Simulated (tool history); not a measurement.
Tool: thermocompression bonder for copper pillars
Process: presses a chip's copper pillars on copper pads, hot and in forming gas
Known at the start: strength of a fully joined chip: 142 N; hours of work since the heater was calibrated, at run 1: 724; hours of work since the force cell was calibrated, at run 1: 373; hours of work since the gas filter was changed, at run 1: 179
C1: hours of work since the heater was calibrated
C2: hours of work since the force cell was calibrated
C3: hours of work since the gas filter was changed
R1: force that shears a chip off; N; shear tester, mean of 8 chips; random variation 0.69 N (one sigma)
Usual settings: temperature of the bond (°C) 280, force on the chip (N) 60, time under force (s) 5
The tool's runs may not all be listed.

run 1 hour=0 | temperature_of_the_bond_(°C)=280 force_on_the_chip_(N)=60 time_under_force_(s)=5 | C1=724 C2=373 C3=179 | R1=48.9
run 2 hour=14.8 | temperature_of_the_bond_(°C)=280 force_on_the_chip_(N)=60 time_under_force_(s)=5 | C1=735 C2=384 C3=190 | R1=49.4
run 3 hour=27 | temperature_of_the_bond_(°C)=280 force_on_the_chip_(N)=60 time_under_force_(s)=5 | C1=744 C2=393 C3=199 | R1=50.1
run 4 hour=49.7 | temperature_of_the_bond_(°C)=280 force_on_the_chip_(N)=60 time_under_force_(s)=5 | C1=760 C2=410 C3=216 | R1=49.7
run 5 hour=70.7 | temperature_of_the_bond_(°C)=258 force_on_the_chip_(N)=60 time_under_force_(s)=5 | C1=776 C2=425 C3=232 | R1=39.1
run 6 hour=99.7 | temperature_of_the_bond_(°C)=258 force_on_the_chip_(N)=60 time_under_force_(s)=5 | C1=797 C2=447 C3=253 | R1=38.4
run 7 hour=118.9 | temperature_of_the_bond_(°C)=258 force_on_the_chip_(N)=60 time_under_force_(s)=5 | C1=812 C2=461 C3=267 | R1=39.2
run 8 hour=138.3 | temperature_of_the_bond_(°C)=258 force_on_the_chip_(N)=60 time_under_force_(s)=5 | C1=826 C2=475 C3=282 | R1=38.6
run 9 hour=162.9 | temperature_of_the_bond_(°C)=280 force_on_the_chip_(N)=77 time_under_force_(s)=5 | C1=844 C2=493 C3=300 | R1=56.4
-- hour=176.4 forming gas filter changed
run 10 hour=191.4 | temperature_of_the_bond_(°C)=280 force_on_the_chip_(N)=77 time_under_force_(s)=5 | C1=865 C2=514 C3=11 | R1=56.9
run 11 hour=207.5 | temperature_of_the_bond_(°C)=280 force_on_the_chip_(N)=77 time_under_force_(s)=5 | C1=877 C2=526 C3=23 | R1=55.1
run 12 hour=224 | temperature_of_the_bond_(°C)=300 force_on_the_chip_(N)=77 time_under_force_(s)=5 | C1=889 C2=538 C3=35 | R1=68.9
run 13 hour=238.1 | temperature_of_the_bond_(°C)=305 force_on_the_chip_(N)=53 time_under_force_(s)=5 | C1=900 C2=549 C3=46 | R1=58.8
run 14 hour=258.2 | temperature_of_the_bond_(°C)=305 force_on_the_chip_(N)=53 time_under_force_(s)=5 | C1=915 C2=564 C3=61 | R1=58.6
run 15 hour=278 | temperature_of_the_bond_(°C)=265 force_on_the_chip_(N)=70 time_under_force_(s)=5 | C1=929 C2=578 C3=75 | R1=44.5
run 16 hour=290.8 | temperature_of_the_bond_(°C)=278 force_on_the_chip_(N)=54 time_under_force_(s)=5 | C1=939 C2=588 C3=85 | R1=46.5
run 17 hour=309.2 | temperature_of_the_bond_(°C)=260 force_on_the_chip_(N)=54 time_under_force_(s)=5 | C1=952 C2=601 C3=98 | R1=37.4
run 18 hour=322.2 | temperature_of_the_bond_(°C)=297 force_on_the_chip_(N)=82 time_under_force_(s)=3 | C1=962 C2=611 C3=108 | R1=56.6
run 19 hour=342.4 | temperature_of_the_bond_(°C)=297 force_on_the_chip_(N)=82 time_under_force_(s)=3 | C1=977 C2=626 C3=123 | R1=56
run 20 hour=361.1 | temperature_of_the_bond_(°C)=297 force_on_the_chip_(N)=60 time_under_force_(s)=5 | C1=991 C2=640 C3=137 | R1=57.5

3 ways to go on from here, each from the tool as it stands after run 20. What would each give?
run A hour=379.7 | temperature_of_the_bond_(°C)=301 force_on_the_chip_(N)=71 time_under_force_(s)=3 | C1=1005 C2=654 C3=151 | R1=?
run B hour=379.7 | temperature_of_the_bond_(°C)=297 force_on_the_chip_(N)=50 time_under_force_(s)=3 | C1=1005 C2=654 C3=151 | R1=?
run C hour=379.7 | temperature_of_the_bond_(°C)=280 force_on_the_chip_(N)=74 time_under_force_(s)=5 | C1=1005 C2=654 C3=151 | R1=?

run=A R1=55.9
run=B R1=44.3
run=C R1=54.8
Without the tool's hidden state the same runs would have given:
run=A R1=55.9
run=B R1=44.3
run=C R1=54.7

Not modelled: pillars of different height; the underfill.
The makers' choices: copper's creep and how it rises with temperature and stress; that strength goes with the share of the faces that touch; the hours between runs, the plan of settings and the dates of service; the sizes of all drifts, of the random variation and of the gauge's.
